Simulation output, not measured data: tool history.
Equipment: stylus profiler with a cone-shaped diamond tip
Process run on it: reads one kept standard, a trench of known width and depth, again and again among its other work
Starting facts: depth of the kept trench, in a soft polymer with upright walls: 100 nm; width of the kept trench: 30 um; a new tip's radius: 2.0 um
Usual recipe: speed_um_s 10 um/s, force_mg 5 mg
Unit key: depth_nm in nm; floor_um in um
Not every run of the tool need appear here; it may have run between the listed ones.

Run 1, hour 0: usual settings. Result: depth_nm 101.24 nm, floor_um 28.54 um.
Run 2, hour 47.6: usual settings but force_mg 1.79 mg. Result: depth_nm 100.67 nm, floor_um 28.55 um.
Run 3, hour 90: usual settings but force_mg 1.79 mg. Result: depth_nm 100.7 nm, floor_um 28.54 um.
Run 4, hour 115.6: usual settings but force_mg 1.79 mg. Result: depth_nm 100.71 nm, floor_um 28.51 um.
Run 5, hour 145.4: usual settings. Result: depth_nm 101.2 nm, floor_um 28.47 um.
Run 6, hour 172: usual settings but speed_um_s 40 um/s. Result: depth_nm 101.18 nm, floor_um 28.47 um.
Run 7, hour 198: usual settings but speed_um_s 40 um/s. Result: depth_nm 101.22 nm, floor_um 28.42 um.
Run 8, hour 227.1: usual settings but speed_um_s 40 um/s. Result: depth_nm 101.28 nm, floor_um 28.41 um.
Run 9, hour 266: usual settings but speed_um_s 40 um/s. Result: depth_nm 101.27 nm, floor_um 28.43 um.
Run 10, hour 298.1: usual settings but speed_um_s 40 um/s. Result: depth_nm 101.26 nm, floor_um 28.42 um.
Run 11, hour 336.6: usual settings but speed_um_s 40 um/s. Result: depth_nm 101.22 nm, floor_um 28.37 um.
Run 12, hour 364.9: usual settings but speed_um_s 40 um/s. Result: depth_nm 101.25 nm, floor_um 28.43 um.
Run 13, hour 412.6: usual settings. Result: depth_nm 101.29 nm, floor_um 28.48 um.
Run 14, hour 440.6: usual settings but force_mg 3.12 mg. Result: depth_nm 101.03 nm, floor_um 28.41 um.
Run 15, hour 482.3: usual settings but speed_um_s 24 um/s, force_mg 1.67 mg. Result: depth_nm 100.75 nm, floor_um 28.33 um.
Run 16, hour 510.5: usual settings but speed_um_s 24 um/s, force_mg 1.67 mg. Result: depth_nm 100.78 nm, floor_um 28.33 um.
Run 17, hour 563.3: usual settings but speed_um_s 13 um/s, force_mg 10.34 mg. Result: depth_nm 102.05 nm, floor_um 28.38 um.
Run 18, hour 592.1: usual settings but speed_um_s 35 um/s, force_mg 6.91 mg. Result: depth_nm 101.56 nm, floor_um 28.34 um.
At hour 596.7: height scale calibrated on a step standard.
Run 19, hour 625: usual settings but speed_um_s 4 um/s, force_mg 8.6 mg. Result: depth_nm 101.87 nm, floor_um 28.36 um.
Run 20, hour 673.2: usual settings but speed_um_s 3 um/s, force_mg 2.4 mg. Result: depth_nm 101.02 nm, floor_um 28.37 um.
Run 21, hour 719.4: usual settings but speed_um_s 4 um/s, force_mg 1.77 mg. Result: depth_nm 100.94 nm, floor_um 28.38 um.
Run 22, hour 771.6: usual settings but speed_um_s 7 um/s, force_mg 4.64 mg. Result: depth_nm 101.41 nm, floor_um 28.24 um.
Run 23, hour 799.9: usual settings but speed_um_s 31 um/s, force_mg 5.55 mg. Result: depth_nm 101.52 nm, floor_um 28.3 um.
Run 24, hour 852.3: usual settings but speed_um_s 24 um/s, force_mg 7.37 mg. Result: depth_nm 101.87 nm, floor_um 28.28 um.
Run 25, hour 884.8: usual settings but speed_um_s 24 um/s, force_mg 7.37 mg. Result: depth_nm 101.8 nm, floor_um 28.28 um.

Consider 4 possible next runs. They are alternatives, not a sequence: every one starts from the tool as it was left by run 25. What does each give?
At hour 916.7: height scale calibrated on a step standard, once more.
Run A, hour 926: usual settings but force_mg 4.8 mg. Result: depth_nm ?, floor_um ?.
At hour 916.7: height scale calibrated on a step standard, once more.
Run B, hour 926: usual settings but speed_um_s 6 um/s, force_mg 13.18 mg. Result: depth_nm ?, floor_um ?.
At hour 916.7: height scale calibrated on a step standard, once more.
Run C, hour 926: usual settings but speed_um_s 3 um/s, force_mg 7.44 mg. Result: depth_nm ?, floor_um ?.
At hour 916.7: height scale calibrated on a step standard, once more.
Run D, hour 926: usual settings but speed_um_s 3 um/s, force_mg 3.61 mg. Result: depth_nm ?, floor_um ?.

run  depth_nm  floor_um
  A    101.11     28.32
  B    102.05     28.32
  C    101.43     28.27
  D    100.94     28.29
Had the tool no hidden state, the same runs would have come out as:
run  depth_nm  floor_um
  A    101.07     28.77
  B    102.01     28.78
  C    101.39     28.73
  D     100.9     28.75
